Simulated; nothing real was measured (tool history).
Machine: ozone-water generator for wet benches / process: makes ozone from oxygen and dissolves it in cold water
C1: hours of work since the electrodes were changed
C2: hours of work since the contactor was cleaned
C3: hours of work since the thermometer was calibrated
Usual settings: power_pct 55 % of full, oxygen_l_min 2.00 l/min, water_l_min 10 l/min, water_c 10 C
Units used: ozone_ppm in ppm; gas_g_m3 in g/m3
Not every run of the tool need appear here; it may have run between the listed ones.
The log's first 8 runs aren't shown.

Run 9, hour 228.8: usual settings; C1 1199; C2 3985; C3 2340. Result: ozone_ppm 18.7 ppm, gas_g_m3 176.5 g/m3.
Run 10, hour 255.5: usual settings; C1 1221; C2 4007; C3 2362. Result: ozone_ppm 18.9 ppm, gas_g_m3 175.4 g/m3.
Run 11, hour 293.9: usual settings; C1 1251; C2 4037; C3 2393. Result: ozone_ppm 18.8 ppm, gas_g_m3 176.1 g/m3.
Run 12, hour 332.9: usual settings; C1 1282; C2 4068; C3 2424. Result: ozone_ppm 18.9 ppm, gas_g_m3 174.4 g/m3.
Run 13, hour 368.0: usual settings; C1 1310; C2 4096; C3 2452. Result: ozone_ppm 18.6 ppm, gas_g_m3 175.2 g/m3.
Run 14, hour 404.8: usual settings; C1 1340; C2 4126; C3 2481. Result: ozone_ppm 18.6 ppm, gas_g_m3 174.9 g/m3.
Run 15, hour 423.4: usual settings but water_c 17 C; C1 1355; C2 4141; C3 2496. Result: ozone_ppm 17.0 ppm, gas_g_m3 176.1 g/m3.
Run 16, hour 451.4: usual settings but water_c 17 C; C1 1377; C2 4163; C3 2518. Result: ozone_ppm 17.5 ppm, gas_g_m3 176.3 g/m3.
Run 17, hour 469.3: usual settings but water_c 17 C; C1 1391; C2 4177; C3 2533. Result: ozone_ppm 17.4 ppm, gas_g_m3 174.9 g/m3.
Run 18, hour 489.5: usual settings but water_c 17 C; C1 1407; C2 4193; C3 2549. Result: ozone_ppm 17.4 ppm, gas_g_m3 173.8 g/m3.
Run 19, hour 515.4: usual settings but water_c 17 C; C1 1428; C2 4214; C3 2569. Result: ozone_ppm 17.6 ppm, gas_g_m3 174.0 g/m3.
Run 20, hour 552.1: usual settings but water_c 17 C; C1 1457; C2 4243; C3 2599. Result: ozone_ppm 17.2 ppm, gas_g_m3 172.7 g/m3.
Run 21, hour 583.9: usual settings but water_c 17 C; C1 1483; C2 4269; C3 2624. Result: ozone_ppm 17.2 ppm, gas_g_m3 172.3 g/m3.
At hour 608.6: gauge calibrated.
Run 22, hour 622.6: usual settings but water_c 17 C; C1 1514; C2 4300; C3 2655. Result: ozone_ppm 17.5 ppm, gas_g_m3 179.9 g/m3.
Run 23, hour 664.0: usual settings but power_pct 43 % of full, oxygen_l_min 3.07 l/min, water_l_min 11 l/min, water_c 7 C; C1 1547; C2 4333; C3 2688. Result: ozone_ppm 16.6 ppm, gas_g_m3 124.3 g/m3.
Run 24, hour 694.8: usual settings but power_pct 90 % of full, oxygen_l_min 3.07 l/min, water_l_min 12 l/min, water_c 13 C; C1 1571; C2 4357; C3 2713. Result: ozone_ppm 22.8 ppm, gas_g_m3 197.1 g/m3.
Run 25, hour 714.0: usual settings but power_pct 65 % of full, oxygen_l_min 3.35 l/min, water_l_min 9 l/min; C1 1587; C2 4373; C3 2728. Result: ozone_ppm 24.3 ppm, gas_g_m3 154.9 g/m3.
Run 26, hour 746.7: usual settings but power_pct 65 % of full, oxygen_l_min 3.35 l/min, water_l_min 9 l/min; C1 1613; C2 4399; C3 2754. Result: ozone_ppm 23.8 ppm, gas_g_m3 152.5 g/m3.
Run 27, hour 772.8: usual settings but power_pct 59 % of full, oxygen_l_min 3.35 l/min, water_l_min 9 l/min; C1 1634; C2 4420; C3 2775. Result: ozone_ppm 22.7 ppm, gas_g_m3 143.9 g/m3.
Run 28, hour 809.5: usual settings but power_pct 81 % of full, oxygen_l_min 2.04 l/min, water_l_min 15 l/min, water_c 7 C; C1 1663; C2 4449; C3 2804. Result: ozone_ppm 17.2 ppm, gas_g_m3 223.1 g/m3.
Run 29, hour 849.5: usual settings but water_c 18 C; C1 1695; C2 4481; C3 2836. Result: ozone_ppm 17.0 ppm, gas_g_m3 175.2 g/m3.
Run 30, hour 873.9: usual settings but power_pct 78 % of full, oxygen_l_min 2.49 l/min, water_l_min 8 l/min, water_c 11 C; C1 1714; C2 4500; C3 2856. Result: ozone_ppm 28.4 ppm, gas_g_m3 196.2 g/m3.
Run 31, hour 897.0: usual settings but power_pct 78 % of full, oxygen_l_min 2.49 l/min, water_l_min 9 l/min, water_c 11 C; C1 1733; C2 4519; C3 2874. Result: ozone_ppm 26.0 ppm, gas_g_m3 196.3 g/m3.
At hour 907.1: water thermometer calibrated.
Run 32, hour 929.1: usual settings but power_pct 78 % of full, oxygen_l_min 2.49 l/min, water_l_min 9 l/min, water_c 12 C; C1 1758; C2 4544; C3 18. Result: ozone_ppm 25.5 ppm, gas_g_m3 197.4 g/m3.
Run 33, hour 957.7: usual settings but power_pct 54 % of full, water_c 8 C; C1 1781; C2 4567; C3 40. Result: ozone_ppm 19.1 ppm, gas_g_m3 173.7 g/m3.

Each row is a separate what-if for the run after 33, all from the same tool condition, not one after another. Results?
Run A, hour 999.1: usual settings but water_c 8 C; C1 1814; C2 4600; C3 74. Result: ozone_ppm ?, gas_g_m3 ?.
Run B, hour 999.1: usual settings but power_pct 66 % of full, oxygen_l_min 1.08 l/min, water_c 15 C; C1 1814; C2 4600; C3 74. Result: ozone_ppm ?, gas_g_m3 ?.
Run C, hour 999.1: usual settings but power_pct 65 % of full, oxygen_l_min 1.30 l/min, water_c 16 C; C1 1814; C2 4600; C3 74. Result: ozone_ppm ?, gas_g_m3 ?.
Run D, hour 999.1: usual settings but power_pct 45 % of full, oxygen_l_min 1.20 l/min; C1 1814; C2 4600; C3 74. Result: ozone_ppm ?, gas_g_m3 ?.

run  ozone_ppm  gas_g_m3
  A       18.9     175.7
  B       17.4     260.9
  C       18.0     238.5
  D       14.7     196.6
Had the tool no hidden state, the same runs would have come out as:
run  ozone_ppm  gas_g_m3
  A       18.9     179.1
  B       17.4     266.1
  C       18.0     243.2
  D       14.7     200.5
